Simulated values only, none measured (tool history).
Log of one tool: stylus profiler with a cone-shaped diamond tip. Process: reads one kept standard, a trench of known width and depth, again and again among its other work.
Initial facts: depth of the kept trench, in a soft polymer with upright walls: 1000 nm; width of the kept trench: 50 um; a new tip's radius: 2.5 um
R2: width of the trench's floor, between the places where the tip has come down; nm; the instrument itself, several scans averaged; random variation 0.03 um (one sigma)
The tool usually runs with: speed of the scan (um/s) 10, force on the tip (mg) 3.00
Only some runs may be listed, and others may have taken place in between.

run 1 hour=0.0 | speed_of_the_scan_(um/s)=10 force_on_the_tip_(mg)=3.00 | depth_of_the_trench_(nm)=1011.18 R2=42990
run 2 hour=24.9 | speed_of_the_scan_(um/s)=10 force_on_the_tip_(mg)=3.00 | depth_of_the_trench_(nm)=1011.03 R2=43050
run 3 hour=54.6 | speed_of_the_scan_(um/s)=10 force_on_the_tip_(mg)=3.00 | depth_of_the_trench_(nm)=1011.74 R2=42920
run 4 hour=80.9 | speed_of_the_scan_(um/s)=10 force_on_the_tip_(mg)=3.00 | depth_of_the_trench_(nm)=1011.48 R2=43010
run 5 hour=95.9 | speed_of_the_scan_(um/s)=10 force_on_the_tip_(mg)=6.19 | depth_of_the_trench_(nm)=1020.04 R2=42950
run 6 hour=122.5 | speed_of_the_scan_(um/s)=10 force_on_the_tip_(mg)=6.19 | depth_of_the_trench_(nm)=1020.06 R2=42930
-- hour=135.0 new tip fitted, height scale calibrated
run 7 hour=146.2 | speed_of_the_scan_(um/s)=10 force_on_the_tip_(mg)=6.19 | depth_of_the_trench_(nm)=1022.84 R2=45900
run 8 hour=162.5 | speed_of_the_scan_(um/s)=10 force_on_the_tip_(mg)=6.19 | depth_of_the_trench_(nm)=1022.83 R2=45920
run 9 hour=186.1 | speed_of_the_scan_(um/s)=10 force_on_the_tip_(mg)=6.19 | depth_of_the_trench_(nm)=1022.84 R2=45860
run 10 hour=204.4 | speed_of_the_scan_(um/s)=8 force_on_the_tip_(mg)=3.00 | depth_of_the_trench_(nm)=1014.07 R2=45780
run 11 hour=226.0 | speed_of_the_scan_(um/s)=8 force_on_the_tip_(mg)=3.00 | depth_of_the_trench_(nm)=1013.95 R2=45760
run 12 hour=248.6 | speed_of_the_scan_(um/s)=8 force_on_the_tip_(mg)=3.00 | depth_of_the_trench_(nm)=1013.91 R2=45790
run 13 hour=273.2 | speed_of_the_scan_(um/s)=18 force_on_the_tip_(mg)=3.00 | depth_of_the_trench_(nm)=1014.09 R2=45690
run 14 hour=305.2 | speed_of_the_scan_(um/s)=18 force_on_the_tip_(mg)=3.00 | depth_of_the_trench_(nm)=1013.87 R2=45640
run 15 hour=333.3 | speed_of_the_scan_(um/s)=18 force_on_the_tip_(mg)=3.00 | depth_of_the_trench_(nm)=1014.04 R2=45600
run 16 hour=364.2 | speed_of_the_scan_(um/s)=9 force_on_the_tip_(mg)=3.00 | depth_of_the_trench_(nm)=1013.59 R2=45550
run 17 hour=398.5 | speed_of_the_scan_(um/s)=9 force_on_the_tip_(mg)=3.00 | depth_of_the_trench_(nm)=1013.62 R2=45540
run 18 hour=414.7 | speed_of_the_scan_(um/s)=9 force_on_the_tip_(mg)=3.00 | depth_of_the_trench_(nm)=1013.40 R2=45500
run 19 hour=447.6 | speed_of_the_scan_(um/s)=9 force_on_the_tip_(mg)=3.00 | depth_of_the_trench_(nm)=1013.84 R2=45460
run 20 hour=467.8 | speed_of_the_scan_(um/s)=9 force_on_the_tip_(mg)=3.00 | depth_of_the_trench_(nm)=1013.68 R2=45470
run 21 hour=497.5 | speed_of_the_scan_(um/s)=9 force_on_the_tip_(mg)=3.00 | depth_of_the_trench_(nm)=1014.03 R2=45360
run 22 hour=525.8 | speed_of_the_scan_(um/s)=9 force_on_the_tip_(mg)=3.00 | depth_of_the_trench_(nm)=1013.95 R2=45350
run 23 hour=557.5 | speed_of_the_scan_(um/s)=5 force_on_the_tip_(mg)=3.00 | depth_of_the_trench_(nm)=1013.66 R2=45300
run 24 hour=578.4 | speed_of_the_scan_(um/s)=3 force_on_the_tip_(mg)=1.73 | depth_of_the_trench_(nm)=1009.08 R2=45250
run 25 hour=611.0 | speed_of_the_scan_(um/s)=20 force_on_the_tip_(mg)=6.68 | depth_of_the_trench_(nm)=1023.80 R2=45210
run 26 hour=640.9 | speed_of_the_scan_(um/s)=20 force_on_the_tip_(mg)=6.68 | depth_of_the_trench_(nm)=1023.47 R2=45240
run 27 hour=668.1 | speed_of_the_scan_(um/s)=20 force_on_the_tip_(mg)=6.68 | depth_of_the_trench_(nm)=1023.67 R2=45170
run 28 hour=699.4 | speed_of_the_scan_(um/s)=29 force_on_the_tip_(mg)=3.00 | depth_of_the_trench_(nm)=1013.53 R2=45050
run 29 hour=726.4 | speed_of_the_scan_(um/s)=29 force_on_the_tip_(mg)=3.00 | depth_of_the_trench_(nm)=1013.62 R2=45080
run 30 hour=753.6 | speed_of_the_scan_(um/s)=29 force_on_the_tip_(mg)=3.00 | depth_of_the_trench_(nm)=1013.57 R2=44970
run 31 hour=784.9 | speed_of_the_scan_(um/s)=18 force_on_the_tip_(mg)=4.29 | depth_of_the_trench_(nm)=1017.07 R2=45000
run 32 hour=814.0 | speed_of_the_scan_(um/s)=21 force_on_the_tip_(mg)=4.38 | depth_of_the_trench_(nm)=1017.36 R2=44960
run 33 hour=835.0 | speed_of_the_scan_(um/s)=11 force_on_the_tip_(mg)=1.76 | depth_of_the_trench_(nm)=1008.88 R2=44970
run 34 hour=852.1 | speed_of_the_scan_(um/s)=10 force_on_the_tip_(mg)=1.10 | depth_of_the_trench_(nm)=1006.52 R2=44890
run 35 hour=879.5 | speed_of_the_scan_(um/s)=22 force_on_the_tip_(mg)=3.78 | depth_of_the_trench_(nm)=1015.71 R2=44880
run 36 hour=912.5 | speed_of_the_scan_(um/s)=36 force_on_the_tip_(mg)=6.74 | depth_of_the_trench_(nm)=1023.50 R2=44810
run 37 hour=930.4 | speed_of_the_scan_(um/s)=36 force_on_the_tip_(mg)=6.74 | depth_of_the_trench_(nm)=1023.14 R2=44850
run 38 hour=951.5 | speed_of_the_scan_(um/s)=36 force_on_the_tip_(mg)=6.74 | depth_of_the_trench_(nm)=1023.60 R2=44770
run 39 hour=988.6 | speed_of_the_scan_(um/s)=36 force_on_the_tip_(mg)=6.74 | depth_of_the_trench_(nm)=1023.64 R2=44740
run 40 hour=1009.6 | speed_of_the_scan_(um/s)=7 force_on_the_tip_(mg)=1.81 | depth_of_the_trench_(nm)=1009.17 R2=44750
run 41 hour=1030.8 | speed_of_the_scan_(um/s)=7 force_on_the_tip_(mg)=1.73 | depth_of_the_trench_(nm)=1008.80 R2=44800
run 42 hour=1052.0 | speed_of_the_scan_(um/s)=38 force_on_the_tip_(mg)=6.92 | depth_of_the_trench_(nm)=1023.58 R2=44640
run 43 hour=1070.2 | speed_of_the_scan_(um/s)=10 force_on_the_tip_(mg)=8.31 | depth_of_the_trench_(nm)=1027.04 R2=44710
run 44 hour=1086.9 | speed_of_the_scan_(um/s)=10 force_on_the_tip_(mg)=8.31 | depth_of_the_trench_(nm)=1027.02 R2=44710
run 45 hour=1107.7 | speed_of_the_scan_(um/s)=10 force_on_the_tip_(mg)=8.31 | depth_of_the_trench_(nm)=1026.90 R2=44700

Selected run-to-run steps in depth of the trench (nm), each split into two signed amounts: the part the tool would show with no hidden state at all (from settings, incoming material and random variation), and the remainder, which goes to the hidden state together with any gauge scatter not common to the measured and the hidden-state-free results:
Hidden state at play: radius of the tip, um; height scale over the true one, %; drift of the gauge itself on depth_nm, %; drift of the gauge itself on floor_um, %.
Run 4 -> 5: force on the tip (mg) 3.00 -> 6.19. depth of the trench (nm) +8.56: hidden state -0.04, all else +8.60.
Run 6 -> 7: new tip fitted, height scale calibrated. depth of the trench (nm) +2.78: hidden state +2.63, all else +0.15.
Run 24 -> 25: speed of the scan (um/s) 3 -> 20, force on the tip (mg) 1.73 -> 6.68. depth of the trench (nm) +14.72: hidden state -0.03, all else +14.75.
Run 35 -> 36: speed of the scan (um/s) 22 -> 36, force on the tip (mg) 3.78 -> 6.74. depth of the trench (nm) +7.79: hidden state -0.04, all else +7.83.
Run 39 -> 40: speed of the scan (um/s) 36 -> 7, force on the tip (mg) 6.74 -> 1.81. depth of the trench (nm) -14.47: hidden state +0.00, all else -14.47.
Run 41 -> 42: speed of the scan (um/s) 7 -> 38, force on the tip (mg) 1.73 -> 6.92. depth of the trench (nm) +14.78: hidden state -0.03, all else +14.81.
